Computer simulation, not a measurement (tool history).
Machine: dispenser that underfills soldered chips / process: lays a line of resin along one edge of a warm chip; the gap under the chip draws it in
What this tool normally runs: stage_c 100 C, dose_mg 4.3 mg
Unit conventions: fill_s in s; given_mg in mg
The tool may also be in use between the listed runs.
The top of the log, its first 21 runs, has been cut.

run	hour	stage_c	dose_mg	fill_s	given_mg
# hour 74.7: new syringe of resin
22	77.8	98	4.34	12	4.2
23	80.8	87	4.69	17.7	4.53
24	83.8	91	4.14	18.9	4
# hour 87.3: new syringe of resin
25	88.6	91	4.14	12.9	4
26	92	86	3.99	17.7	3.88
27	96.6	88	5.5	19.1	5.31
# hour 100: new syringe of resin
28	100	88	4.47	13	4.3
29	102.1	99	4.7	11.1	4.54
30	106.5	87	5.01	17.9	4.76
31	111.2	87	5.01	22.3	4.79
# hour 112.7: new syringe of resin
32	115.3	87	5.01	16	4.75
# hour 118.1: dispensing valve cleaned and set on the balance
33	119.8	102	5.01	11.9	5.04
34	122.3	102	5.01	13.5	5.01
35	124.6	102	5.01	15.2	4.97

Consider 5 possible next runs. They are alternatives, not a sequence: every one starts from the tool as it was left by run 35. What does each give?
# hour 126.4: new syringe of resin
A	127.5	105	4.61	?	?
# hour 126.4: new syringe of resin
B	127.5	111	3.95	?	?
# hour 126.4: new syringe of resin
C	127.5	114	4.3	?	?
# hour 126.4: new syringe of resin
D	127.5	114	4.41	?	?
# hour 126.4: new syringe of resin
E	127.5	102	4.65	?	?

run	fill_s	given_mg
A	8.6	4.47
B	7.8	3.93
C	6.6	4.19
D	6.9	4.36
E	8.9	4.64
What these runs would have given with no unlogged condition in the tool:
run	fill_s	given_mg
A	8.4	4.51
B	7.6	3.96
C	6.4	4.23
D	6.7	4.41
E	8.6	4.68
